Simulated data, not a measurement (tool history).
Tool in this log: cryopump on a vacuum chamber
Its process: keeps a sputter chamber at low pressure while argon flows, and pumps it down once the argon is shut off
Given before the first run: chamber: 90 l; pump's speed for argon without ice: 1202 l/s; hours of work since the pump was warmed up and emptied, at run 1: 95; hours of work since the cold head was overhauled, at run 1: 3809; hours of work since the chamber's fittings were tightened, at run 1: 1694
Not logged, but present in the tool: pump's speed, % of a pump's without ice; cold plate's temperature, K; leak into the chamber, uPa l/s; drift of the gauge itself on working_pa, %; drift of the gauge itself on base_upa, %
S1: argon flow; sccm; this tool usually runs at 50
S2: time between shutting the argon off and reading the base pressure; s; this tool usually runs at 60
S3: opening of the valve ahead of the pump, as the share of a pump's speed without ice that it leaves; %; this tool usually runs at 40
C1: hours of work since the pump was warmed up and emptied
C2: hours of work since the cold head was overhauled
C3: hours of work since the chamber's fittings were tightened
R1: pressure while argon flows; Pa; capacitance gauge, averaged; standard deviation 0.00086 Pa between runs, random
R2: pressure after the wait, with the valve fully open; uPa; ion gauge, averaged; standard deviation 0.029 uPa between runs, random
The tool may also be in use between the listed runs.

{"run": 1, "hour": 0.0, "S1": 50, "S2": 60, "S3": 40, "C1": 95, "C2": 3809, "C3": 1694, "R1": 0.1814, "R2": 1.95}
{"run": 2, "hour": 123.8, "S1": 50, "S2": 60, "S3": 40, "C1": 192, "C2": 3906, "C3": 1791, "R1": 0.1875, "R2": 2.18}
{"run": 3, "hour": 192.1, "S1": 50, "S2": 60, "S3": 40, "C1": 245, "C2": 3960, "C3": 1845, "R1": 0.1913, "R2": 2.23}
{"run": 4, "hour": 294.1, "S1": 50, "S2": 60, "S3": 40, "C1": 325, "C2": 4040, "C3": 1925, "R1": 0.2001, "R2": 2.31}
{"hour": 324.2, "done": "pump warmed up, emptied and cooled again"}
{"run": 5, "hour": 410.4, "S1": 50, "S2": 84, "S3": 40, "C1": 67, "C2": 4127, "C3": 2012, "R1": 0.1826, "R2": 1.76}
{"hour": 517.0, "done": "leaking fittings of the chamber tightened, without venting"}
{"run": 6, "hour": 518.9, "S1": 50, "S2": 60, "S3": 40, "C1": 151, "C2": 4210, "C3": 1, "R1": 0.188, "R2": 1.47}
{"run": 7, "hour": 593.8, "S1": 50, "S2": 60, "S3": 40, "C1": 210, "C2": 4269, "C3": 60, "R1": 0.1911, "R2": 1.47}
{"run": 8, "hour": 704.5, "S1": 22, "S2": 60, "S3": 40, "C1": 296, "C2": 4356, "C3": 147, "R1": 0.0875, "R2": 1.53}
{"hour": 773.7, "done": "pump warmed up, emptied and cooled again"}
{"run": 9, "hour": 811.7, "S1": 22, "S2": 60, "S3": 40, "C1": 30, "C2": 4436, "C3": 227, "R1": 0.0796, "R2": 1.46}
{"run": 10, "hour": 872.7, "S1": 22, "S2": 60, "S3": 40, "C1": 78, "C2": 4483, "C3": 275, "R1": 0.0811, "R2": 1.55}
{"run": 11, "hour": 993.1, "S1": 22, "S2": 60, "S3": 40, "C1": 172, "C2": 4578, "C3": 369, "R1": 0.0836, "R2": 1.61}
{"run": 12, "hour": 1112.6, "S1": 50, "S2": 73, "S3": 40, "C1": 266, "C2": 4671, "C3": 463, "R1": 0.1973, "R2": 1.44}
{"run": 13, "hour": 1189.0, "S1": 22, "S2": 73, "S3": 40, "C1": 325, "C2": 4731, "C3": 522, "R1": 0.0899, "R2": 1.55}
{"hour": 1214.2, "done": "pump warmed up, emptied and cooled again"}
{"run": 14, "hour": 1263.2, "S1": 23, "S2": 73, "S3": 40, "C1": 38, "C2": 4785, "C3": 577, "R1": 0.0826, "R2": 1.4}
{"run": 15, "hour": 1345.1, "S1": 37, "S2": 73, "S3": 40, "C1": 103, "C2": 4850, "C3": 641, "R1": 0.1372, "R2": 1.49}
{"run": 16, "hour": 1403.6, "S1": 37, "S2": 73, "S3": 40, "C1": 148, "C2": 4895, "C3": 687, "R1": 0.1407, "R2": 1.52}
{"run": 17, "hour": 1464.6, "S1": 41, "S2": 60, "S3": 40, "C1": 196, "C2": 4943, "C3": 734, "R1": 0.1574, "R2": 1.77}
{"run": 18, "hour": 1563.3, "S1": 41, "S2": 102, "S3": 29, "C1": 273, "C2": 5020, "C3": 812, "R1": 0.217, "R2": 1.39}
{"hour": 1654.4, "done": "pump warmed up, emptied and cooled again"}
{"run": 19, "hour": 1680.4, "S1": 41, "S2": 102, "S3": 29, "C1": 20, "C2": 5108, "C3": 900, "R1": 0.1999, "R2": 1.22}

Forecast run 20:
{"run": 20, "hour": 1775.5, "S1": 50, "S2": 53, "S3": 40, "C1": 95, "C2": 5183, "C3": 974, "R1": "?", "R2": "?"}

R1: 0.1854 Pa
R2: 1.94 uPa
On a tool with no hidden condition, and with the same random variation, this run would have come out at R1 0.1767 Pa, R2 1.51 uPa.
